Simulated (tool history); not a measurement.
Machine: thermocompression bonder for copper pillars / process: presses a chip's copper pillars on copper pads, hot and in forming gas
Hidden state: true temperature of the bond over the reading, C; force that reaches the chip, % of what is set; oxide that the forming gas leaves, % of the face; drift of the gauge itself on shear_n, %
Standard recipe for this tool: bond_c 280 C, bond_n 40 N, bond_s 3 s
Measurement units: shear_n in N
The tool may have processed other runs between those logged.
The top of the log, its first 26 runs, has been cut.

run	hour	bond_c	bond_n	bond_s	hours of work since the heater was calibrated	hours of work since the force cell was calibrated	hours of work since the gas filter was changed	shear_n
27	895.5	304	55	5	664	309	362	71.3
# hour 919.9: forming gas filter changed
28	924.7	304	55	5	680	325	3	71.1
29	952.7	262	47	6	697	342	19	49.7
30	1000.1	262	47	6	724	369	47	50.6
31	1045.6	261	39	2	751	396	73	29.2
32	1093.3	261	32	2	779	424	101	26.7
33	1127.2	261	32	2	799	444	121	26.3
34	1174.4	307	58	9	826	471	149	84.8
35	1218.8	307	58	9	852	497	174	85
36	1260	307	58	9	876	521	198	85
37	1306.6	281	30	3	903	548	226	37.6
38	1344.4	281	30	3	925	570	248	37.2
39	1377	281	30	3	944	589	267	37.7
40	1411.5	292	30	4	964	609	287	46.4
41	1450.6	255	32	4	987	632	310	33.3

Alternative continuations, all from the tool just after run 41; predict every row:
A	1493.5	255	40	4	1012	657	335	?
B	1493.5	256	48	8	1012	657	335	?
C	1493.5	280	35	5	1012	657	335	?

run	shear_n
A	37.5
B	52.7
C	48.5
Without the tool's hidden state the same runs would have given:
run	shear_n
A	37.7
B	52.9
C	48.7
